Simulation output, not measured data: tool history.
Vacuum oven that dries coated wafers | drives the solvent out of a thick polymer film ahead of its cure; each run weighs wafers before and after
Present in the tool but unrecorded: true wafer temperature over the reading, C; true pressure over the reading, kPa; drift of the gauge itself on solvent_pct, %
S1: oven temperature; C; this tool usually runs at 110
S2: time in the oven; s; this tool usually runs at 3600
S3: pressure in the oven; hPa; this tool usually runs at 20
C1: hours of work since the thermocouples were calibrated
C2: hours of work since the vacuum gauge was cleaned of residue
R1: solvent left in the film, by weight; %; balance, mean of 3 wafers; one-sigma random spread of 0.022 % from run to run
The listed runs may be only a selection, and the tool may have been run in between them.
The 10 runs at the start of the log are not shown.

run    hour   S1    S2    S3    C1    C2    R1
 11   878.5  110  3600  13.3   656  1757  1.73
 12   940.9  110  3600    20   703  1804  2.07
 13  1054.4  110  3600    20   788  1889  2.09
 14  1124.9  110  3060    20   840  1941  2.52
 15    1180  110  3060    20   882  1982  2.54
 16  1237.8  110  3600    20   925  2026  2.04
 17  1310.9  125  3480  67.7   979  2080  2.41
 18  1370.5  110  3600  14.2  1024  2125  1.67
 19    1424  110  3600  14.2  1064  2165  1.69
 20  1514.3  107  3600  11.4  1131  2232     2
 21  1569.4  112  3300  11.4  1173  2273  1.43
     1641.7  -- oven's thermocouples calibrated
 22  1643.3  112  3300  11.4     1  2327  1.79
 23  1730.3  112  3300  11.4    66  2392  1.76
 24  1799.7  112  3300    55   118  2444  4.09
 25  1902.8  122  3360    50   195  2521  2.24
 26  1999.1  105  3240  15.7   267  2593  3.51
 27  2063.8  122  3600    20   315  2641  1.04
       2173  -- vacuum gauge cleaned of residue and calibrated
 28  2175.6  107  2280  76.9   398     2  7.78
 29  2248.5  107  2280  76.9   452    56  7.77
 30  2294.8  113  2280  76.9   487    91   5.7
 31    2379  109  3600  74.7   550   154  5.24
 32  2466.1  101  3840  74.7   615   219  7.52

3 options for the next run, each taken on its own from the tool as it stands now. Forecast them:
  A  2568.8  105  2700  74.7  692  296   ?
  B  2568.8  105  3840  16.4  692  296   ?
  C  2568.8  110  3600  20.6  692  296   ?

run    R1
  A  7.47
  B  2.46
  C  2.01
The same runs, with their run-to-run variation unchanged, on a tool lacking any hidden condition would have given:
run    R1
  A  8.07
  B   2.8
  C  2.27
